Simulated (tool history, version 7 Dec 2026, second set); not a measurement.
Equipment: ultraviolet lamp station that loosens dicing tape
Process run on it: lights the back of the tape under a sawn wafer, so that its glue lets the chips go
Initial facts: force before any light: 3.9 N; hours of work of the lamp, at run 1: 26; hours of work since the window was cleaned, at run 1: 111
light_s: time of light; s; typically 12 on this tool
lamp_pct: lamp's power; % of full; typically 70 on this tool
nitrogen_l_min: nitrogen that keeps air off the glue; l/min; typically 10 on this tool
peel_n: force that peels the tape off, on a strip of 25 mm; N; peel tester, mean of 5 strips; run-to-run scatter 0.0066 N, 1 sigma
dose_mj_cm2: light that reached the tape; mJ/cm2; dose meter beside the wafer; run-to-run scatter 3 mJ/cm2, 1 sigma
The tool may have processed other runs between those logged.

run,hour,light_s,lamp_pct,nitrogen_l_min,hours of work of the lamp,hours of work since the window was cleaned,peel_n,dose_mj_cm2
1,0.0,12,70,10,26,111,0.249,428
2,29.4,12,70,10,47,132,0.248,410
3,58.1,12,70,10,68,153,0.244,413
4,88.6,12,70,10,90,175,0.257,402
5,108.6,12,70,10,104,189,0.273,397
6,131.1,8,70,10,120,206,0.550,264
7,153.7,8,70,10,136,222,0.572,259
8,173.5,17,87,10,151,236,0.125,673
# hour 176.3: window cleaned of glue's vapour
9,191.8,15,76,4,164,11,0.350,507
10,210.7,11,60,8,177,25,0.570,291
11,241.6,6,68,16,199,47,0.811,179
12,260.0,6,64,9,213,60,1.129,170
13,289.0,6,68,8,234,81,1.164,169

5 ways to go on from here, each from the tool as it stands after run 13. What would each give?
A,304.2,12,73,10,245,92,?,?
B,304.2,12,70,10,245,92,?,?
C,304.2,7,63,3,245,92,?,?
D,304.2,6,77,8,245,92,?,?
E,304.2,16,68,5,245,92,?,?

run,peel_n,dose_mj_cm2
A,0.315,362
B,0.330,348
C,1.620,188
D,1.035,191
E,0.347,458
Take away the tool's hidden state, keep each run's random variation, and the runs would have read:
run,peel_n,dose_mj_cm2
A,0.203,463
B,0.211,445
C,1.289,238
D,0.735,244
E,0.223,585
